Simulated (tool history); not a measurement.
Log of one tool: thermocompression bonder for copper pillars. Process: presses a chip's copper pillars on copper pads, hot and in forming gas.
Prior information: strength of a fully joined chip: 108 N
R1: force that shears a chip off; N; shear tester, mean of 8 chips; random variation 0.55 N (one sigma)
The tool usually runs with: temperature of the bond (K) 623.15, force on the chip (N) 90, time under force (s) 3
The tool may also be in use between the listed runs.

{"run": 1, "hour": 0.0, "temperature of the bond (K)": 623.15, "force on the chip (N)": 90, "time under force (s)": 3, "R1": 43.7}
{"run": 2, "hour": 7.0, "temperature of the bond (K)": 623.15, "force on the chip (N)": 90, "time under force (s)": 3, "R1": 44.4}
{"run": 3, "hour": 15.3, "temperature of the bond (K)": 623.15, "force on the chip (N)": 90, "time under force (s)": 3, "R1": 44.1}
{"run": 4, "hour": 23.2, "temperature of the bond (K)": 623.15, "force on the chip (N)": 90, "time under force (s)": 3, "R1": 44.6}
{"run": 5, "hour": 29.0, "temperature of the bond (K)": 623.15, "force on the chip (N)": 90, "time under force (s)": 3, "R1": 43.2}
{"run": 6, "hour": 37.1, "temperature of the bond (K)": 623.15, "force on the chip (N)": 90, "time under force (s)": 3, "R1": 42.5}
{"run": 7, "hour": 42.9, "temperature of the bond (K)": 623.15, "force on the chip (N)": 90, "time under force (s)": 3, "R1": 43.8}
{"run": 8, "hour": 49.1, "temperature of the bond (K)": 623.15, "force on the chip (N)": 90, "time under force (s)": 3, "R1": 43.7}
{"run": 9, "hour": 57.4, "temperature of the bond (K)": 623.15, "force on the chip (N)": 90, "time under force (s)": 3, "R1": 43.2}
{"run": 10, "hour": 61.5, "temperature of the bond (K)": 623.15, "force on the chip (N)": 90, "time under force (s)": 3, "R1": 43.3}
{"run": 11, "hour": 68.3, "temperature of the bond (K)": 623.15, "force on the chip (N)": 90, "time under force (s)": 3, "R1": 43.4}
{"run": 12, "hour": 76.7, "temperature of the bond (K)": 623.15, "force on the chip (N)": 90, "time under force (s)": 3, "R1": 43.2}
{"run": 13, "hour": 81.3, "temperature of the bond (K)": 623.15, "force on the chip (N)": 90, "time under force (s)": 3, "R1": 44.8}
{"run": 14, "hour": 85.0, "temperature of the bond (K)": 623.15, "force on the chip (N)": 90, "time under force (s)": 3, "R1": 44.1}
{"run": 15, "hour": 89.4, "temperature of the bond (K)": 647.15, "force on the chip (N)": 90, "time under force (s)": 3, "R1": 57.4}
{"run": 16, "hour": 97.8, "temperature of the bond (K)": 647.15, "force on the chip (N)": 90, "time under force (s)": 3, "R1": 56.5}
{"run": 17, "hour": 102.6, "temperature of the bond (K)": 623.15, "force on the chip (N)": 90, "time under force (s)": 3, "R1": 43.3}
{"run": 18, "hour": 107.6, "temperature of the bond (K)": 623.15, "force on the chip (N)": 90, "time under force (s)": 3, "R1": 43.8}
{"run": 19, "hour": 116.6, "temperature of the bond (K)": 614.15, "force on the chip (N)": 90, "time under force (s)": 3, "R1": 38.7}
{"run": 20, "hour": 120.7, "temperature of the bond (K)": 614.15, "force on the chip (N)": 90, "time under force (s)": 3, "R1": 38.1}
{"run": 21, "hour": 128.8, "temperature of the bond (K)": 634.15, "force on the chip (N)": 86, "time under force (s)": 3, "R1": 48.7}
{"run": 22, "hour": 132.6, "temperature of the bond (K)": 604.15, "force on the chip (N)": 84, "time under force (s)": 3, "R1": 31.9}
{"run": 23, "hour": 137.7, "temperature of the bond (K)": 617.15, "force on the chip (N)": 68, "time under force (s)": 2, "R1": 26.6}
{"run": 24, "hour": 144.9, "temperature of the bond (K)": 603.15, "force on the chip (N)": 58, "time under force (s)": 3, "R1": 22.1}
{"run": 25, "hour": 150.8, "temperature of the bond (K)": 603.15, "force on the chip (N)": 58, "time under force (s)": 3, "R1": 21.4}
{"run": 26, "hour": 156.4, "temperature of the bond (K)": 653.15, "force on the chip (N)": 107, "time under force (s)": 4, "R1": 75.1}
{"run": 27, "hour": 161.6, "temperature of the bond (K)": 623.15, "force on the chip (N)": 90, "time under force (s)": 5, "R1": 53.2}
{"run": 28, "hour": 169.0, "temperature of the bond (K)": 623.15, "force on the chip (N)": 90, "time under force (s)": 5, "R1": 53.5}
{"run": 29, "hour": 177.8, "temperature of the bond (K)": 623.15, "force on the chip (N)": 90, "time under force (s)": 5, "R1": 52.1}
{"run": 30, "hour": 181.5, "temperature of the bond (K)": 622.15, "force on the chip (N)": 56, "time under force (s)": 3, "R1": 26.9}
{"run": 31, "hour": 186.8, "temperature of the bond (K)": 622.15, "force on the chip (N)": 56, "time under force (s)": 3, "R1": 26.6}
{"run": 32, "hour": 191.9, "temperature of the bond (K)": 599.15, "force on the chip (N)": 97, "time under force (s)": 3, "R1": 34.3}
{"run": 33, "hour": 198.6, "temperature of the bond (K)": 599.15, "force on the chip (N)": 97, "time under force (s)": 3, "R1": 33.7}
{"run": 34, "hour": 206.4, "temperature of the bond (K)": 601.15, "force on the chip (N)": 105, "time under force (s)": 3, "R1": 37.7}
{"run": 35, "hour": 213.1, "temperature of the bond (K)": 612.15, "force on the chip (N)": 90, "time under force (s)": 5, "R1": 45.7}
{"run": 36, "hour": 217.8, "temperature of the bond (K)": 623.15, "force on the chip (N)": 90, "time under force (s)": 7, "R1": 58.9}
{"run": 37, "hour": 226.4, "temperature of the bond (K)": 640.15, "force on the chip (N)": 57, "time under force (s)": 3, "R1": 34.2}
{"run": 38, "hour": 231.2, "temperature of the bond (K)": 595.15, "force on the chip (N)": 59, "time under force (s)": 2, "R1": 14.5}
{"run": 39, "hour": 236.8, "temperature of the bond (K)": 617.15, "force on the chip (N)": 59, "time under force (s)": 2, "R1": 23.1}
{"run": 40, "hour": 245.1, "temperature of the bond (K)": 606.15, "force on the chip (N)": 107, "time under force (s)": 6, "R1": 53.9}

Put back what was entered between runs (1 entry, withheld): which listed runs does each sit between, and how does the hidden state differ from the listed run before to the listed run after?
After run 38, before run 39: forming gas filter changed (hour 236.6)
  oxide that the forming gas leaves, % of the face: 0.85 -> 0.5
